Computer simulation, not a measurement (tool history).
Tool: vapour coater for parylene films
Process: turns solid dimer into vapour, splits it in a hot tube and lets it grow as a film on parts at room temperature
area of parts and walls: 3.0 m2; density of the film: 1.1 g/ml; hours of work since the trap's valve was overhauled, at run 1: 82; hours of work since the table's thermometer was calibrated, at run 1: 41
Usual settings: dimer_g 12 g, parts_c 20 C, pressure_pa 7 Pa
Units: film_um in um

run,hour,dimer_g,parts_c,pressure_pa,hours of work since the trap's valve was overhauled,hours of work since the table's thermometer was calibrated,film_um
1,0,12,20,7,82,41,1.742
2,9.7,12,20,7,86,45,1.751
3,26.3,12,20,7,93,52,1.754
4,35.7,12,20,7,97,56,1.729
5,53.2,12,20,7,105,64,1.754
6,62.8,12,20,6.5,109,68,1.758
7,75,12,20,6.5,114,73,1.744
8,87.3,12,20,3.5,119,78,1.875
9,96.8,12,20,3.5,123,82,1.884
10,114.8,12,20,7,131,90,1.733
11,129.1,12,22,7,137,96,1.578
12,144.4,6,20,7,143,102,0.866
13,160.2,6,20,7,150,109,0.873
14,171.2,6,20,7,155,114,0.852
15,179.9,6,20,7,158,117,0.873

Forecast run 16:
16,193.3,6,20,2.08,164,123,?

{"run 16": {"film_um": 0.985}}
Without the tool's hidden state the same run would have given film_um 1.023 um.

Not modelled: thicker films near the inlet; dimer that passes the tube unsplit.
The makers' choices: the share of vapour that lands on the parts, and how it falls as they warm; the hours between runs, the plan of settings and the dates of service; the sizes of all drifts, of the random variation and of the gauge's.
